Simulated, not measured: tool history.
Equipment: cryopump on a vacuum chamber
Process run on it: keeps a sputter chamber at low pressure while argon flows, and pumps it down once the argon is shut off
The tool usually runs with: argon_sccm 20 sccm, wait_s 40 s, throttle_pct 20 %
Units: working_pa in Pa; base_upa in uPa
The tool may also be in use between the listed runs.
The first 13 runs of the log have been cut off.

| run | hour | argon_sccm | wait_s | throttle_pct | hours of work since the pump was warmed up and emptied | hours of work since the cold head was overhauled | hours of work since the chamber's fittings were tightened | working_pa | base_upa |
|---|---|---|---|---|---|---|---|---|---|
| 14 | 264.3 | 20 | 40 | 20 | 281 | 281 | 346 | 0.0814 | 1.56 |
| 15 | 282.5 | 10 | 40 | 20 | 295 | 295 | 360 | 0.0409 | 1.61 |
| 16 | 297.8 | 17 | 40 | 20 | 308 | 308 | 373 | 0.0698 | 1.66 |
| 17 | 317.7 | 17 | 40 | 20 | 324 | 324 | 389 | 0.0697 | 1.65 |
| 18 | 344.5 | 17 | 40 | 20 | 346 | 346 | 410 | 0.0698 | 1.64 |
| 19 | 369.7 | 20 | 40 | 60 | 366 | 366 | 431 | 0.0284 | 1.67 |
| 20 | 387.1 | 20 | 294 | 16 | 380 | 380 | 445 | 0.1040 | 0.49 |
| 21 | 414.5 | 20 | 40 | 35 | 402 | 402 | 467 | 0.0485 | 1.69 |
| 22 | 442.5 | 16 | 284 | 17 | 425 | 425 | 490 | 0.0785 | 0.49 |
| 23 | 455.6 | 20 | 40 | 38 | 435 | 435 | 500 | 0.0443 | 1.67 |
| 24 | 477.1 | 19 | 49 | 50 | 453 | 453 | 518 | 0.0332 | 1.44 |
| 25 | 502.5 | 19 | 49 | 23 | 473 | 473 | 538 | 0.0690 | 1.48 |
| 26 | 528.1 | 20 | 41 | 19 | 494 | 494 | 559 | 0.0871 | 1.67 |
| 27 | 542.9 | 20 | 41 | 19 | 506 | 506 | 571 | 0.0871 | 1.69 |
| 28 | 558.1 | 14 | 112 | 20 | 518 | 518 | 583 | 0.0584 | 0.81 |
| 29 | 570.8 | 14 | 35 | 49 | 529 | 529 | 593 | 0.0249 | 1.92 |
| 30 | 598.0 | 14 | 35 | 49 | 551 | 551 | 615 | 0.0247 | 1.97 |
| 31 | 617.8 | 20 | 21 | 55 | 567 | 567 | 631 | 0.0316 | 2.92 |
| 32 | 634.3 | 31 | 236 | 23 | 580 | 580 | 645 | 0.1122 | 0.60 |
| 33 | 652.7 | 34 | 168 | 19 | 595 | 595 | 660 | 0.1498 | 0.69 |
| 34 | 669.7 | 30 | 56 | 21 | 609 | 609 | 673 | 0.1190 | 1.31 |
| 35 | 687.8 | 30 | 56 | 21 | 623 | 623 | 688 | 0.1195 | 1.36 |

Below are 4 alternative next runs, each starting from the tool's condition after run 35. Predict each:
| A | 700.0 | 20 | 40 | 16 | 633 | 633 | 698 | ? | ? |
| B | 700.0 | 20 | 40 | 30 | 633 | 633 | 698 | ? | ? |
| C | 700.0 | 14 | 39 | 25 | 633 | 633 | 698 | ? | ? |
| D | 700.0 | 29 | 35 | 21 | 633 | 633 | 698 | ? | ? |

| run | working_pa | base_upa |
|---|---|---|
| A | 0.1040 | 1.70 |
| B | 0.0561 | 1.67 |
| C | 0.0478 | 1.74 |
| D | 0.1159 | 1.88 |
What these runs would have given with no unlogged condition in the tool:
| run | working_pa | base_upa |
|---|---|---|
| A | 0.1011 | 1.49 |
| B | 0.0532 | 1.47 |
| C | 0.0459 | 1.53 |
| D | 0.1118 | 1.67 |
